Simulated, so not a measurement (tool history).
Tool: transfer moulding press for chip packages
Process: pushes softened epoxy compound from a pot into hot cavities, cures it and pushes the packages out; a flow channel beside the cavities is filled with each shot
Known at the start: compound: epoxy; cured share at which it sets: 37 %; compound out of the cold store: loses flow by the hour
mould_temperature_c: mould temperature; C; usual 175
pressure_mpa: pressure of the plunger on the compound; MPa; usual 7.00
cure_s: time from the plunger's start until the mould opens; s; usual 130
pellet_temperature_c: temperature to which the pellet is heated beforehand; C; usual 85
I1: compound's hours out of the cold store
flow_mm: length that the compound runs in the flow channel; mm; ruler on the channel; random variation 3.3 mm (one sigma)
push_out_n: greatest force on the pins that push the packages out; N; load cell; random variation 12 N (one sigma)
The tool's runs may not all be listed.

{"run": 1, "hour": 0.0, "mould_temperature_c": 175, "pressure_mpa": 7.0, "cure_s": 130, "pellet_temperature_c": 85, "I1": 37.2, "flow_mm": 580, "push_out_n": 551}
{"run": 2, "hour": 25.9, "mould_temperature_c": 175, "pressure_mpa": 7.0, "cure_s": 130, "pellet_temperature_c": 85, "I1": 11.5, "flow_mm": 653, "push_out_n": 674}
{"run": 3, "hour": 51.2, "mould_temperature_c": 175, "pressure_mpa": 7.0, "cure_s": 130, "pellet_temperature_c": 85, "I1": 30.2, "flow_mm": 601, "push_out_n": 673}
{"run": 4, "hour": 82.5, "mould_temperature_c": 175, "pressure_mpa": 7.0, "cure_s": 130, "pellet_temperature_c": 85, "I1": 24.2, "flow_mm": 611, "push_out_n": 738}
{"hour": 101.0, "done": "cavities cleaned with cleaning compound and waxed"}
{"run": 5, "hour": 107.0, "mould_temperature_c": 175, "pressure_mpa": 7.0, "cure_s": 130, "pellet_temperature_c": 85, "I1": 17.5, "flow_mm": 634, "push_out_n": 576}
{"run": 6, "hour": 123.3, "mould_temperature_c": 175, "pressure_mpa": 7.0, "cure_s": 130, "pellet_temperature_c": 85, "I1": 42.0, "flow_mm": 563, "push_out_n": 588}
{"run": 7, "hour": 145.2, "mould_temperature_c": 175, "pressure_mpa": 7.0, "cure_s": 130, "pellet_temperature_c": 85, "I1": 19.3, "flow_mm": 619, "push_out_n": 692}
{"run": 8, "hour": 160.4, "mould_temperature_c": 175, "pressure_mpa": 7.0, "cure_s": 130, "pellet_temperature_c": 85, "I1": 30.6, "flow_mm": 584, "push_out_n": 714}
{"hour": 180.3, "done": "plunger's sealing rings changed"}
{"run": 9, "hour": 180.7, "mould_temperature_c": 175, "pressure_mpa": 7.0, "cure_s": 130, "pellet_temperature_c": 85, "I1": 25.2, "flow_mm": 632, "push_out_n": 743}
{"hour": 205.2, "done": "cavities cleaned with cleaning compound and waxed"}
{"run": 10, "hour": 214.6, "mould_temperature_c": 175, "pressure_mpa": 7.0, "cure_s": 130, "pellet_temperature_c": 85, "I1": 19.3, "flow_mm": 645, "push_out_n": 579}
{"run": 11, "hour": 244.4, "mould_temperature_c": 175, "pressure_mpa": 7.0, "cure_s": 130, "pellet_temperature_c": 87, "I1": 37.3, "flow_mm": 592, "push_out_n": 626}
{"run": 12, "hour": 278.7, "mould_temperature_c": 175, "pressure_mpa": 7.0, "cure_s": 130, "pellet_temperature_c": 87, "I1": 36.7, "flow_mm": 588, "push_out_n": 714}
{"run": 13, "hour": 296.7, "mould_temperature_c": 175, "pressure_mpa": 7.0, "cure_s": 124, "pellet_temperature_c": 87, "I1": 14.1, "flow_mm": 652, "push_out_n": 836}
{"hour": 305.4, "done": "cavities cleaned with cleaning compound and waxed"}
{"run": 14, "hour": 331.5, "mould_temperature_c": 169, "pressure_mpa": 8.53, "cure_s": 124, "pellet_temperature_c": 87, "I1": 22.1, "flow_mm": 705, "push_out_n": 976}
{"run": 15, "hour": 354.6, "mould_temperature_c": 169, "pressure_mpa": 7.27, "cure_s": 164, "pellet_temperature_c": 87, "I1": 20.9, "flow_mm": 653, "push_out_n": 681}
{"run": 16, "hour": 369.6, "mould_temperature_c": 169, "pressure_mpa": 7.27, "cure_s": 164, "pellet_temperature_c": 87, "I1": 16.6, "flow_mm": 671, "push_out_n": 714}
{"run": 17, "hour": 395.9, "mould_temperature_c": 175, "pressure_mpa": 7.0, "cure_s": 169, "pellet_temperature_c": 83, "I1": 22.4, "flow_mm": 625, "push_out_n": 610}
{"hour": 406.8, "done": "cavities cleaned with cleaning compound and waxed"}
{"run": 18, "hour": 412.2, "mould_temperature_c": 175, "pressure_mpa": 8.54, "cure_s": 130, "pellet_temperature_c": 84, "I1": 47.1, "flow_mm": 607, "push_out_n": 523}
{"run": 19, "hour": 444.3, "mould_temperature_c": 182, "pressure_mpa": 8.54, "cure_s": 130, "pellet_temperature_c": 84, "I1": 13.1, "flow_mm": 699, "push_out_n": 535}
{"run": 20, "hour": 474.3, "mould_temperature_c": 175, "pressure_mpa": 6.98, "cure_s": 154, "pellet_temperature_c": 85, "I1": 44.4, "flow_mm": 550, "push_out_n": 576}
{"run": 21, "hour": 501.0, "mould_temperature_c": 175, "pressure_mpa": 6.98, "cure_s": 154, "pellet_temperature_c": 85, "I1": 11.6, "flow_mm": 642, "push_out_n": 642}
{"hour": 508.1, "done": "cavities cleaned with cleaning compound and waxed"}
{"hour": 513.6, "done": "mould's thermocouples calibrated"}
{"run": 22, "hour": 525.3, "mould_temperature_c": 179, "pressure_mpa": 7.0, "cure_s": 130, "pellet_temperature_c": 91, "I1": 43.2, "flow_mm": 550, "push_out_n": 502}
{"run": 23, "hour": 559.0, "mould_temperature_c": 179, "pressure_mpa": 6.78, "cure_s": 127, "pellet_temperature_c": 91, "I1": 37.3, "flow_mm": 552, "push_out_n": 588}
{"run": 24, "hour": 573.0, "mould_temperature_c": 175, "pressure_mpa": 6.53, "cure_s": 169, "pellet_temperature_c": 89, "I1": 35.8, "flow_mm": 551, "push_out_n": 576}
{"hour": 585.2, "done": "plunger's sealing rings changed"}
{"run": 25, "hour": 604.2, "mould_temperature_c": 183, "pressure_mpa": 5.38, "cure_s": 119, "pellet_temperature_c": 89, "I1": 37.0, "flow_mm": 519, "push_out_n": 642}

Forecast each of these 4 alternatives for the next run:
{"hour": 614.2, "done": "cavities cleaned with cleaning compound and waxed"}
{"run": "A", "hour": 636.6, "mould_temperature_c": 175, "pressure_mpa": 6.99, "cure_s": 130, "pellet_temperature_c": 85, "I1": 24.4, "flow_mm": "?", "push_out_n": "?"}
{"hour": 614.2, "done": "cavities cleaned with cleaning compound and waxed"}
{"run": "B", "hour": 636.6, "mould_temperature_c": 183, "pressure_mpa": 5.23, "cure_s": 119, "pellet_temperature_c": 84, "I1": 40.1, "flow_mm": "?", "push_out_n": "?"}
{"hour": 614.2, "done": "cavities cleaned with cleaning compound and waxed"}
{"run": "C", "hour": 636.6, "mould_temperature_c": 183, "pressure_mpa": 6.02, "cure_s": 132, "pellet_temperature_c": 89, "I1": 46.0, "flow_mm": "?", "push_out_n": "?"}
{"hour": 614.2, "done": "cavities cleaned with cleaning compound and waxed"}
{"run": "D", "hour": 636.6, "mould_temperature_c": 171, "pressure_mpa": 6.71, "cure_s": 130, "pellet_temperature_c": 84, "I1": 16.5, "flow_mm": "?", "push_out_n": "?"}

run=A flow_mm=634 push_out_n=633
run=B flow_mm=499 push_out_n=489
run=C flow_mm=524 push_out_n=491
run=D flow_mm=653 push_out_n=800
Without the tool's hidden state the same runs would have given:
run=A flow_mm=638 push_out_n=548
run=B flow_mm=503 push_out_n=424
run=C flow_mm=527 push_out_n=426
run=D flow_mm=657 push_out_n=693
